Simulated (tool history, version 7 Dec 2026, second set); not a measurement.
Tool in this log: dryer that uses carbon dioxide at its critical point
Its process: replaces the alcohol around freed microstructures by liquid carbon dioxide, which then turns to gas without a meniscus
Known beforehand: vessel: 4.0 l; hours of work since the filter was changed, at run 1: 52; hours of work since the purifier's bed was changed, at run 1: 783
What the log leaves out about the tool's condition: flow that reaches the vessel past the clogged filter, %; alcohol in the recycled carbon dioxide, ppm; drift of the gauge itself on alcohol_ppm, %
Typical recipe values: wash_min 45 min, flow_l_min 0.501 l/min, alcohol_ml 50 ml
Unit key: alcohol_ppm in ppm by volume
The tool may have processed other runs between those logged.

run   hour  wash_min  flow_l_min  alcohol_ml  hours of work since the filter was changed  hours of work since the purifier's bed was changed  alcohol_ppm
  1      0        45       0.501          50                                          52                                                 783          259
  2     36        45       0.501         101                                          71                                                 802          380
  3     63        45       0.501         101                                          85                                                 816          378
  4   96.7        45       0.501          50                                         103                                                 834          270
  5  129.3        45       0.501          50                                         120                                                 851          273
  6    168        45       0.501          50                                         141                                                 872          278
  7  196.3        56       0.501          50                                         155                                                 887          210
  8  225.1        45       0.501          50                                         171                                                 902          299
  9  244.7        45       0.501          50                                         181                                                 912          292
 10  266.4        35       0.501          50                                         193                                                 924          517
     277.9  -- inlet filter changed
 11    306        45       0.684          50                                          15                                                 944          183
 12  331.2        45       0.684          50                                          28                                                 958          195
 13    365        45       0.501          50                                          46                                                 975          281
 14  390.1        45       0.681          50                                          59                                                 989          208
 15  422.1        45       0.501          50                                          76                                                1006          305
 16  445.8        45       0.372          34                                          89                                                1018          453
 17  475.4        45       0.637          25                                         105                                                1034          205
 18  508.3        45       0.637          25                                         122                                                1051          207
 19  546.4        42       0.794          25                                         142                                                1072          212
 20  583.1        42       0.794          25                                         162                                                1091          204
 21  620.1        42       0.794          25                                         181                                                1111          223
     651.2  -- inlet filter changed
 22  663.7        37       0.794          38                                           7                                                1133          230
     687.2  -- purifier's bed changed
 23  695.5        56       0.794          38                                          22                                                   4            7
 24  732.8        31       0.337          75                                          42                                                  24         2018
 25  770.7        31       0.337          75                                          62                                                  44         2025
 26    803        41       0.544          70                                          79                                                  61          189
 27  833.6        41       0.544          70                                          95                                                  78          192
 28  853.9        41       0.544          70                                         106                                                  88          188
 29  872.1        44       0.759          61                                         115                                                  98           39

For each entry between runs, how does the tool's hidden state at the last listed run before it compare with that at the first listed run after it?
Logged between run 10 and run 11: inlet filter changed (hour 277.9)
  flow that reaches the vessel past the clogged filter, %: 94.5 -> 99.5; alcohol in the recycled carbon dioxide, ppm: 171.3 -> 175
  what was measured, less what the result would be without the hidden state, alcohol_ppm: +232 -> +168 ppm by volume
Logged between run 21 and run 22: inlet filter changed (hour 651.2)
  flow that reaches the vessel past the clogged filter, %: 95 -> 99.5; alcohol in the recycled carbon dioxide, ppm: 205.7 -> 209.8
  what was measured, less what the result would be without the hidden state, alcohol_ppm: +207 -> +203 ppm by volume
Logged between run 22 and run 23: purifier's bed changed (hour 687.2)
  flow that reaches the vessel past the clogged filter, %: 99.5 -> 99.1; alcohol in the recycled carbon dioxide, ppm: 209.8 -> 6.3
  what was measured, less what the result would be without the hidden state, alcohol_ppm: +203 -> +1 ppm by volume
